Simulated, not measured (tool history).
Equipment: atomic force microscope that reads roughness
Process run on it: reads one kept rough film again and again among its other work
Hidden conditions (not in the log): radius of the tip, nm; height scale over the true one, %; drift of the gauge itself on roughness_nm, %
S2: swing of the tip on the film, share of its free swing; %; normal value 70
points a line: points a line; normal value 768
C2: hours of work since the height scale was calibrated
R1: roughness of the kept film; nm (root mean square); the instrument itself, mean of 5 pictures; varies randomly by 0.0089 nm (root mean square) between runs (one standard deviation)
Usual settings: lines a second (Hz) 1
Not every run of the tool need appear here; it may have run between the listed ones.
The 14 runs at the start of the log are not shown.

{"run": 15, "hour": 573.8, "lines a second (Hz)": 1, "S2": 70, "points a line": 268, "pictures with this tip": 86, "C2": 989, "R1": 1.979}
{"run": 16, "hour": 598.3, "lines a second (Hz)": 1, "S2": 70, "points a line": 268, "pictures with this tip": 119, "C2": 1001, "R1": 1.958}
{"run": 17, "hour": 638.4, "lines a second (Hz)": 1, "S2": 70, "points a line": 768, "pictures with this tip": 173, "C2": 1021, "R1": 1.982}
{"run": 18, "hour": 694.3, "lines a second (Hz)": 1, "S2": 70, "points a line": 768, "pictures with this tip": 248, "C2": 1048, "R1": 1.995}
{"run": 19, "hour": 741.4, "lines a second (Hz)": 1, "S2": 70, "points a line": 768, "pictures with this tip": 311, "C2": 1071, "R1": 2.005}
{"run": 20, "hour": 765.1, "lines a second (Hz)": 1, "S2": 70, "points a line": 768, "pictures with this tip": 343, "C2": 1082, "R1": 2}
{"hour": 784.3, "done": "new tip fitted"}
{"hour": 791.5, "done": "height scale calibrated on a step standard"}
{"run": 21, "hour": 806.4, "lines a second (Hz)": 1, "S2": 70, "points a line": 768, "pictures with this tip": 28, "C2": 7, "R1": 1.995}
{"run": 22, "hour": 840.7, "lines a second (Hz)": 1, "S2": 70, "points a line": 768, "pictures with this tip": 74, "C2": 24, "R1": 2}
{"run": 23, "hour": 879.5, "lines a second (Hz)": 1, "S2": 70, "points a line": 768, "pictures with this tip": 126, "C2": 43, "R1": 2.014}
{"run": 24, "hour": 911.3, "lines a second (Hz)": 1, "S2": 70, "points a line": 768, "pictures with this tip": 168, "C2": 58, "R1": 1.981}
{"run": 25, "hour": 943.5, "lines a second (Hz)": 1, "S2": 61, "points a line": 768, "pictures with this tip": 211, "C2": 74, "R1": 2.037}
{"run": 26, "hour": 967.3, "lines a second (Hz)": 1, "S2": 61, "points a line": 768, "pictures with this tip": 243, "C2": 85, "R1": 2.025}
{"run": 27, "hour": 991.6, "lines a second (Hz)": 1, "S2": 70, "points a line": 768, "pictures with this tip": 276, "C2": 97, "R1": 1.999}
{"run": 28, "hour": 1031.0, "lines a second (Hz)": 1, "S2": 70, "points a line": 907, "pictures with this tip": 329, "C2": 116, "R1": 1.999}
{"hour": 1057.3, "done": "new tip fitted"}
{"run": 29, "hour": 1079.7, "lines a second (Hz)": 1, "S2": 90, "points a line": 330, "pictures with this tip": 30, "C2": 140, "R1": 1.815}
{"run": 30, "hour": 1108.1, "lines a second (Hz)": 1, "S2": 90, "points a line": 330, "pictures with this tip": 68, "C2": 154, "R1": 1.811}
{"run": 31, "hour": 1150.2, "lines a second (Hz)": 1, "S2": 63, "points a line": 609, "pictures with this tip": 125, "C2": 174, "R1": 2.023}
{"run": 32, "hour": 1207.5, "lines a second (Hz)": 0.88, "S2": 81, "points a line": 394, "pictures with this tip": 201, "C2": 202, "R1": 1.943}

What will run 33 give?
{"run": 33, "hour": 1234.0, "lines a second (Hz)": 1, "S2": 70, "points a line": 826, "pictures with this tip": 237, "C2": 215, "R1": "?"}

R1: 1.98 nm (root mean square)
Take away the tool's hidden state, keep the run-to-run variation as it was, and the same run would have given R1 1.983 nm (root mean square).

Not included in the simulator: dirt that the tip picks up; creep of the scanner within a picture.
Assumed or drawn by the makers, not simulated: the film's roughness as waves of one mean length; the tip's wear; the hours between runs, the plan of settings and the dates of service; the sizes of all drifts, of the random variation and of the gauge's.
